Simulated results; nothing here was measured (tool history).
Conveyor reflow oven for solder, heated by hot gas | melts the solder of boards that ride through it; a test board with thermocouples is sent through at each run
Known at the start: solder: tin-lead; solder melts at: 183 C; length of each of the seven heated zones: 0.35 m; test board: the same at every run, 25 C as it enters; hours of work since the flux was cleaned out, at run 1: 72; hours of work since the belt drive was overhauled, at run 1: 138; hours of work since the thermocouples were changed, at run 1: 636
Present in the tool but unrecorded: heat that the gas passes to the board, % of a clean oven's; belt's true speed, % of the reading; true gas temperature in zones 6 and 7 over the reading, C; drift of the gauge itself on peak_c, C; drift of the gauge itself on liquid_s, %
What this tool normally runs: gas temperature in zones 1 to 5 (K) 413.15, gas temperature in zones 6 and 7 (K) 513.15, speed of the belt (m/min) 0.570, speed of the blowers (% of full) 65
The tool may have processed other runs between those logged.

run,day,gas temperature in zones 1 to 5 (K),gas temperature in zones 6 and 7 (K),speed of the belt (m/min),speed of the blowers (% of full),hours of work since the flux was cleaned out,hours of work since the belt drive was overhauled,hours of work since the thermocouples were changed,highest temperature of the board (K),time above the solder's melting point (s)
1,0.000,413.15,513.15,0.570,65,72,138,636,494.75,58.4
2,1.150,413.15,513.15,0.570,76,90,156,654,497.15,60.1
3,2.408,413.15,513.15,0.570,76,110,176,674,497.15,60.5
4,3.317,413.15,513.15,0.570,65,125,190,688,494.55,58.2
5,3.921,413.15,513.15,0.570,65,134,200,698,494.25,58.9
6,4.858,413.15,513.15,0.570,65,149,215,713,494.25,58.5
7,5.967,413.15,513.15,0.613,65,167,232,730,491.85,52.2
8,7.200,413.15,513.15,0.613,82,186,251,750,494.85,54.6
9,8.438,413.15,513.15,0.570,65,206,271,769,494.35,58.1
10,9.567,413.15,513.15,0.592,65,223,289,787,492.65,54.7
11,10.633,413.15,513.15,0.570,72,240,306,804,495.25,59.3
12,11.692,413.15,513.15,0.570,65,257,322,821,493.75,58.1
13,12.767,413.15,513.15,0.570,65,274,339,838,494.15,57.7
# day 13.354: flux residue cleaned out of gas plates and filters
14,14.188,413.15,513.15,0.570,84,13,359,857,499.15,61.8
15,14.946,413.15,513.15,0.570,84,25,371,869,499.35,61.9
16,16.017,422.15,515.15,0.570,79,42,387,886,501.85,66.7
17,16.679,422.15,515.15,0.570,79,52,398,896,501.95,66.7
# day 17.129: thermocouples of zones 6 and 7 changed
18,17.662,402.15,521.15,0.512,57,67,412,8,500.35,66.3
19,19.033,402.15,521.15,0.512,57,88,434,30,500.25,66.1
20,20.342,423.15,521.15,0.651,86,109,454,51,501.45,58.6
21,21.408,423.15,521.15,0.651,86,126,471,68,500.85,57.8
22,22.229,426.15,508.15,0.572,54,139,484,81,489.15,58.9
23,23.596,402.15,513.15,0.570,65,160,506,102,490.45,52.3
24,24.262,400.15,513.15,0.570,65,171,516,113,489.95,50.7
25,25.650,400.15,513.15,0.570,65,193,538,135,490.05,51.0
26,26.975,400.15,513.15,0.570,65,214,559,156,489.85,50.7
27,28.029,413.15,518.15,0.570,65,230,576,172,496.65,60.1
28,28.658,414.15,523.15,0.570,65,240,586,182,501.05,63.2
29,29.267,406.15,513.15,0.493,62,250,595,192,496.05,67.0

How the hidden state differs across the entries between the runs, from the last listed run before each to the first after it:
Between runs 13 and 14: flux residue cleaned out of gas plates and filters (day 13.354)
  heat that the gas passes to the board, % of a clean oven's: 91.3 -> 98.7; belt's true speed, % of the reading: 99.65 -> 99.63; true gas temperature in zones 6 and 7 over the reading, C: 2.17 -> 2.22
  measured value less the no-hidden-state value, highest temperature of the board (K): -0.20 -> +1.70; time above the solder's melting point (s): -0.2 -> +1.2
Between runs 17 and 18: thermocouples of zones 6 and 7 changed (day 17.129)
  heat that the gas passes to the board, % of a clean oven's: 97.6 -> 97.2; belt's true speed, % of the reading: 99.6 -> 99.59; true gas temperature in zones 6 and 7 over the reading, C: 2.31 -> -0.4
  measured value less the no-hidden-state value, highest temperature of the board (K): +1.60 -> -0.90; time above the solder's melting point (s): +1.1 -> -0.3
